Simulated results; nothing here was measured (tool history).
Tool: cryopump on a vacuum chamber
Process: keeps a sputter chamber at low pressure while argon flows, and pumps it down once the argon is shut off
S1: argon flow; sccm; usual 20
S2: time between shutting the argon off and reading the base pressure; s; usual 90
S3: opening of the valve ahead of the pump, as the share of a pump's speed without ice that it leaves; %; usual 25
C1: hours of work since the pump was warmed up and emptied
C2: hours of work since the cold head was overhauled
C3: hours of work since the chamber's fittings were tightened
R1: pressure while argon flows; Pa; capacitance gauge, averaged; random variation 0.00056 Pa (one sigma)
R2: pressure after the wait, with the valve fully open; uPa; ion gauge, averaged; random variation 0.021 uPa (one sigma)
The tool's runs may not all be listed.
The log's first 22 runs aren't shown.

run	hour	S1	S2	S3	C1	C2	C3	R1	R2
23	340.2	8	94	43	831	831	821	0.0153	0.93
24	357.6	16	90	25	845	845	836	0.0525	0.94
25	369.5	20	90	15	855	855	845	0.1046	0.98
26	389.0	20	90	47	871	871	861	0.0368	1.00
# hour 408.9: pump warmed up, emptied and cooled again
27	413.1	15	44	55	3	887	877	0.0220	1.20
28	422.3	28	32	55	11	894	885	0.0390	1.45
29	433.1	36	206	55	20	903	894	0.0499	0.70
30	446.1	28	90	25	31	914	904	0.0858	0.82
31	467.4	28	90	25	48	931	922	0.0861	0.85
32	480.7	28	90	25	59	942	933	0.0851	0.87
33	501.4	28	90	25	76	959	950	0.0858	0.90
34	517.6	28	20	25	89	972	963	0.0852	1.97
35	533.9	28	20	25	103	986	976	0.0877	2.08

3 ways to go on from here, each from the tool as it stands after run 35. What would each give?
A	551.1	28	20	22	117	1000	990	?	?
B	551.1	24	70	24	117	1000	990	?	?
C	551.1	37	79	25	117	1000	990	?	?

run	R1	R2
A	0.0967	2.00
B	0.0766	1.00
C	0.1134	0.93
Without the tool's hidden state the same runs would have given:
run	R1	R2
A	0.0957	1.54
B	0.0758	0.54
C	0.1121	0.48
